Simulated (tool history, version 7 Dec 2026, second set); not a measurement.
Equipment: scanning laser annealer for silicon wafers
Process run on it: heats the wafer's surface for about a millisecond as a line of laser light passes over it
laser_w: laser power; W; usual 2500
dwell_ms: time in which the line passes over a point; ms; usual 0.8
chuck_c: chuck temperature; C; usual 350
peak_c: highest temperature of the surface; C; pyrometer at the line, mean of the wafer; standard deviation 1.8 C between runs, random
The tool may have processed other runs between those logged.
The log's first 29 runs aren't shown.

run   hour  laser_w  dwell_ms  chuck_c  hours of work since the window was cleaned  hours of work since the power meter was calibrated  hours of work since the optics were aligned  peak_c
 30  262.2     2714     0.566      363                                         462                                                 375                                          825    1040
 31  268.8     2714     0.566      363                                         465                                                 378                                          828    1043
 32    276     2714     0.566      363                                         469                                                 383                                          832    1040
 33  283.4     2714     0.566      363                                         474                                                 387                                          837    1044
 34  291.8     2502       0.8      350                                         478                                                 391                                          841    1078
 35  300.1     2502       0.8      350                                         483                                                 396                                          846    1078
 36  306.7     2502       0.8      350                                         487                                                 400                                          850    1080
 37  318.2     2453       0.8      381                                         493                                                 406                                          856    1092
 38  328.2     2665     0.622      311                                         499                                                 412                                          862    1004
       339  -- optics aligned, line set to its width
     341.7  -- window over the wafer cleaned
 39  342.4     2665     0.622      311                                           0                                                 416                                            1    1008
 40  352.1     2665     0.622      311                                           6                                                 421                                            6    1006
 41  358.5     2502     0.594      355                                           9                                                 425                                           10     994
 42  369.5     2502     0.594      355                                          15                                                 431                                           16     996

3 ways to go on from here, each from the tool as it stands after run 42. What would each give?
  A  378.3     2686       0.8      350                                          20                                                 436                                           21       ?
  B  378.3     2340     0.635      320                                          20                                                 436                                           21       ?
  C  378.3     2298     0.648      377                                          20                                                 436                                           21       ?

run  peak_c
  A    1136
  B     933
  C     985
With the hidden condition removed and each run's random variation left untouched, the same runs would have given:
run  peak_c
  A    1136
  B     933
  C     985
